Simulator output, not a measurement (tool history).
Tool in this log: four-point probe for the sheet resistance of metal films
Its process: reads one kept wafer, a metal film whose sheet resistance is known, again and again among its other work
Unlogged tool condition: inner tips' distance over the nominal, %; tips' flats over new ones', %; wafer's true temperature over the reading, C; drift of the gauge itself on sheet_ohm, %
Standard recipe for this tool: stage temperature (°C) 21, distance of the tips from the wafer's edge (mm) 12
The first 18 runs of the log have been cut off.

| run | day | stage temperature (°C) | distance of the tips from the wafer's edge (mm) | touches since the probe head was changed | hours of work since the stage's thermometer was calibrated | sheet resistance as the instrument gives it (ohm/square) |
|---|---|---|---|---|---|---|
|  | 45.179 | stage's thermometer calibrated, once more |
| 19 | 45.225 | 32 | 12 | 38450 | 1 | 0.620999 |
| 20 | 47.508 | 18 | 50 | 39951 | 40 | 0.615172 |
| 21 | 50.792 | 18 | 50 | 42112 | 95 | 0.61486 |
| 22 | 52.812 | 18 | 50 | 43441 | 130 | 0.614665 |
| 23 | 55.5 | 26 | 10 | 45208 | 175 | 0.620002 |
| 24 | 57.862 | 26 | 10 | 46761 | 215 | 0.619703 |
| 25 | 59.783 | 26 | 10 | 48024 | 248 | 0.619703 |
| 26 | 62.696 | 24 | 60 | 49938 | 297 | 0.615828 |
| 27 | 65.729 | 24 | 60 | 51933 | 349 | 0.615912 |
| 28 | 68.812 | 23 | 22 | 53960 | 401 | 0.615984 |
| 29 | 72.062 | 23 | 22 | 56096 | 456 | 0.615796 |
| 30 | 75.608 | 21 | 29 | 58429 | 517 | 0.615056 |
| 31 | 77.629 | 21 | 29 | 59757 | 551 | 0.614837 |

4 options for the next run, each taken on its own from the tool as it stands now. Forecast them:
| A | 79.442 | 20 | 6 | 60948 | 582 | ? |
| B | 79.442 | 32 | 12 | 60948 | 582 | ? |
| C | 79.442 | 33 | 3 | 60948 | 582 | ? |
| D | 79.442 | 23 | 11 | 60948 | 582 | ? |

| run | sheet resistance as the instrument gives it (ohm/square) |
|---|---|
| A | 0.6232 |
| B | 0.619291 |
| C | 0.651923 |
| D | 0.617624 |
What these runs would have given with no unlogged condition in the tool:
| run | sheet resistance as the instrument gives it (ohm/square) |
|---|---|
| A | 0.62734 |
| B | 0.623417 |
| C | 0.656248 |
| D | 0.621732 |

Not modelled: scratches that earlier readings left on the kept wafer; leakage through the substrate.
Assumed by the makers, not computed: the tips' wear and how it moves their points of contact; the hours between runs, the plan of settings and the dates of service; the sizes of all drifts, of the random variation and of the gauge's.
